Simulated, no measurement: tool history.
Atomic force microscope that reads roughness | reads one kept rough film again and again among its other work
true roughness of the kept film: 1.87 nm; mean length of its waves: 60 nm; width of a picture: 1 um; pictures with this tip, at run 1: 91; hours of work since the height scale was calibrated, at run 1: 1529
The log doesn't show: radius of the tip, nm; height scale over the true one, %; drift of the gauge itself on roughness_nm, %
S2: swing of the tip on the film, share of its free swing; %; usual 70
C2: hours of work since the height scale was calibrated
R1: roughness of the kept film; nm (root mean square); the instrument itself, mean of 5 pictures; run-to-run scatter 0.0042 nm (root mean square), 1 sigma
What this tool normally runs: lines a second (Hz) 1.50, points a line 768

Run 1, hour 0.0: usual settings; pictures with this tip 91; C2 1529. Result: R1 1.730 nm (root mean square).
At hour 20.7: new tip fitted.
Run 2, hour 57.7: usual settings; pictures with this tip 51; C2 1563. Result: R1 1.740 nm (root mean square).
Run 3, hour 88.7: usual settings; pictures with this tip 94; C2 1581. Result: R1 1.730 nm (root mean square).
At hour 104.4: new tip fitted.
Run 4, hour 122.5: usual settings; pictures with this tip 25; C2 1601. Result: R1 1.748 nm (root mean square).
Run 5, hour 168.8: usual settings but S2 69 %; pictures with this tip 90; C2 1629. Result: R1 1.728 nm (root mean square).
At hour 187.7: new tip fitted.
Run 6, hour 207.6: usual settings but S2 69 %; pictures with this tip 28; C2 1651. Result: R1 1.761 nm (root mean square).
Run 7, hour 238.7: usual settings; pictures with this tip 72; C2 1670. Result: R1 1.731 nm (root mean square).
At hour 270.8: new tip fitted.
Run 8, hour 281.6: usual settings; pictures with this tip 15; C2 1695. Result: R1 1.756 nm (root mean square).
Run 9, hour 342.6: usual settings but lines a second (Hz) 0.63, points a line 870; pictures with this tip 100; C2 1731. Result: R1 1.763 nm (root mean square).
At hour 357.7: new tip fitted.
Run 10, hour 394.4: usual settings but lines a second (Hz) 1.38, S2 78 %, points a line 263; pictures with this tip 52; C2 1761. Result: R1 1.709 nm (root mean square).
Run 11, hour 428.2: usual settings but lines a second (Hz) 0.51, S2 78 %, points a line 263; pictures with this tip 99; C2 1781. Result: R1 1.746 nm (root mean square).
At hour 434.7: height scale calibrated on a step standard.
At hour 445.9: new tip fitted.
Run 12, hour 469.6: usual settings but lines a second (Hz) 0.91, S2 77 %, points a line 437; pictures with this tip 34; C2 20. Result: R1 1.743 nm (root mean square).
At hour 529.9: new tip fitted.
Run 13, hour 529.9: usual settings but lines a second (Hz) 3.33, S2 77 %, points a line 437; pictures with this tip 0; C2 56. Result: R1 1.618 nm (root mean square).
Run 14, hour 578.6: usual settings but lines a second (Hz) 1.92, S2 87 %, points a line 829; pictures with this tip 68; C2 85. Result: R1 1.607 nm (root mean square).
At hour 615.6: new tip fitted.
Run 15, hour 631.5: usual settings but lines a second (Hz) 0.89, points a line 549; pictures with this tip 22; C2 116. Result: R1 1.779 nm (root mean square).
Run 16, hour 660.4: usual settings but lines a second (Hz) 0.89, points a line 275; pictures with this tip 63; C2 133. Result: R1 1.748 nm (root mean square).

Branching from run 16: 5 alternative next runs. What would each branch give?
At hour 701.5: new tip fitted.
Run A, hour 718.0: usual settings but lines a second (Hz) 3.11, S2 87 %, points a line 527; pictures with this tip 23; C2 167. Result: R1 ?.
At hour 701.5: new tip fitted.
Run B, hour 718.0: usual settings but lines a second (Hz) 0.63, S2 64 %, points a line 884; pictures with this tip 23; C2 167. Result: R1 ?.
At hour 701.5: new tip fitted.
Run C, hour 718.0: usual settings but S2 84 %, points a line 817; pictures with this tip 23; C2 167. Result: R1 ?.
At hour 701.5: new tip fitted.
Run D, hour 718.0: usual settings but S2 62 %; pictures with this tip 23; C2 167. Result: R1 ?.
At hour 701.5: new tip fitted.
Run E, hour 718.0: usual settings but lines a second (Hz) 0.89, S2 58 %, points a line 283; pictures with this tip 23; C2 167. Result: R1 ?.

run     R1
  A  1.528
  B  1.784
  C  1.684
  D  1.765
  E  1.785
Without the tool's hidden state the same runs would have given:
run     R1
  A  1.556
  B  1.816
  C  1.714
  D  1.796
  E  1.817
